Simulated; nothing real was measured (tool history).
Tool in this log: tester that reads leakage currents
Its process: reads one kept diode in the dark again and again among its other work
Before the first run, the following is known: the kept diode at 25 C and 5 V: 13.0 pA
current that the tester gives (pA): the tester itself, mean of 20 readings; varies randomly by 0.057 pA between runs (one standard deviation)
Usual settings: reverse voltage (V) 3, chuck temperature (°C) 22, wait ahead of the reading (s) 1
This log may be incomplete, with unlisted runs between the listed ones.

run	hour	reverse voltage (V)	chuck temperature (°C)	wait ahead of the reading (s)	current that the tester gives (pA)
1	0	3	22	1	11.24
# hour 30.5: chuck's temperature calibrated
2	182.5	10.39	22	1	19.45
3	329.4	10.39	22	1	20.23
4	454.3	10.39	22	1	20.82
5	641.6	10.39	22	1	21.6
6	766.9	10.39	22	1	22.46
7	963.2	3	29	1	18.08
8	1073	3	22	1	11.57
9	1166.1	3	22	5.6	11.17
10	1276.9	3	22	5.6	11.45
11	1392.5	3	22	1	12.05
# hour 1497: tester calibrated
12	1497.9	3	22	1	12.09
13	1674.9	3	22	1	12.5
14	1799	3	36	1	31.51
15	1910.9	3	22	1	12.91
16	1996.4	1.66	22	1	9.35
17	2150.6	1.66	22	1	9.62
# hour 2165.5: probe card cleaned and baked
18	2321.7	3	22	1	15.8
19	2481.3	3	22	1	16.02
20	2570.7	3	22	1	16.15
# hour 2736.2: chuck's temperature calibrated
21	2736.2	3	52	1.43	87.55
22	2870.9	7.21	30	2.18	38.41
23	3014	8.46	55	1.47	173.4
# hour 3142.3: probe card cleaned and baked, once more
24	3142.3	8.46	40	2.02	53.91
25	3284	1.29	58	0.38	89.28
26	3464.4	1.38	55	2.4	75.69
27	3634.9	1.38	55	2.4	76.09
28	3746	1.59	25	1	9.37
29	3869.4	6.13	28	1.33	22.15
30	3990.7	6.13	28	1.33	22.62
31	4156.9	3	22	0.94	10.96
32	4349.2	3	22	0.94	11.22
33	4499.7	18.42	20	5.55	27.29
34	4606	18.42	20	5.55	28.41
35	4754.7	1.64	22	0.58	9.01
36	4901.8	17.36	38	1.08	84.02
37	4996.5	1.38	38	0.78	25.67
38	5085.7	1.06	58	5.55	91.48
39	5177	6.28	43	0.35	74.45
40	5291.7	7.42	38	3.4	56.28

Same runs, no hidden state in the tool, same run-to-run variation:
Hidden state present: stray current of the dirty probe card, pA a volt; current scale over the true one, %; true chuck temperature over the reading, C; drift of the gauge itself on leakage_pa, %.
run	current that the tester gives (pA)
1	8.9
2	15.91
3	15.98
4	15.93
5	15.81
6	15.98
7	15.26
8	8.95
9	8.4
10	8.49
11	8.86
12	8.82
13	8.89
14	25.92
15	8.86
16	6.78
17	6.88
18	8.96
19	8.89
20	8.88
21	82
22	23.42
23	154.14
24	53.04
25	87.26
26	73.13
27	72.69
28	8.48
29	19.1
30	19.12
31	8.97
32	8.89
33	15.51
34	15.65
35	7.1
36	64.04
37	21.81
38	80.81
39	61.22
40	43.29
